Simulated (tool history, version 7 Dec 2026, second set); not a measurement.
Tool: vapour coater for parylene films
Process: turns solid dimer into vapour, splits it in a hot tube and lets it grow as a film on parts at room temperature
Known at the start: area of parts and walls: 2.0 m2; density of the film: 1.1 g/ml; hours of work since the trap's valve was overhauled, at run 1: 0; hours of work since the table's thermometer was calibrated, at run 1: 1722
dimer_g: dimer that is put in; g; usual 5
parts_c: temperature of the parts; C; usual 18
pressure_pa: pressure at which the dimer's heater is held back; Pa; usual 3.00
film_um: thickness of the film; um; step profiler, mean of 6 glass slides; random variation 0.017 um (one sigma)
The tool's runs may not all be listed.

run   hour  dimer_g  parts_c  pressure_pa  hours of work since the trap's valve was overhauled  hours of work since the table's thermometer was calibrated  film_um
  1    0.0        5       18         3.00                                                    0                                                        1722     1.35
      39.5  -- table's thermometer calibrated
  2   52.0        5       29         3.00                                                   42                                                          10     0.87
  3  102.8        5       21         3.00                                                   85                                                          53     1.20
  4  163.3        5       21         3.00                                                  135                                                         103     1.17
  5  191.7        5       21         3.00                                                  159                                                         127     1.20
  6  239.0        5       18         3.00                                                  198                                                         166     1.30
     274.8  -- trap's valve overhauled
  7  292.0        5       18         3.00                                                   14                                                         207     1.24
  8  356.5        5       18         3.00                                                   68                                                         260     1.22
  9  384.1        5       18         3.00                                                   91                                                         283     1.21
 10  412.9        5       18         3.00                                                  115                                                         307     1.19
 11  455.3        8       12         7.16                                                  150                                                         343     2.01
     501.9  -- trap's valve overhauled, once more
 12  510.8        3       23         7.16                                                    7                                                         385     0.56
 13  563.8        7       16         9.66                                                   52                                                         430     1.62
 14  607.1        7       16         9.66                                                   88                                                         466     1.61
 15  649.7        7       16         9.66                                                  123                                                         501     1.58
 16  697.5        7       16         9.66                                                  163                                                         541     1.54
 17  744.3        5       18         7.13                                                  202                                                         580     1.11
     775.6  -- trap's valve overhauled
 18  808.1        5       15         2.62                                                   27                                                         629     1.62
 19  859.0        5       27         2.62                                                   69                                                         672     1.00

Forecast each of these 4 alternatives for the next run:
  A  898.8        4       21         5.39                                                  103                                                         705        ?
  B  898.8        5       27         2.31                                                  103                                                         705        ?
  C  898.8        2       11         4.99                                                  103                                                         705        ?
  D  898.8        3       29         2.62                                                  103                                                         705        ?

run  film_um
  A     0.84
  B     0.99
  C     0.66
  D     0.53
Without the tool's hidden state the same runs would have given:
run  film_um
  A     0.87
  B     1.02
  C     0.68
  D     0.55
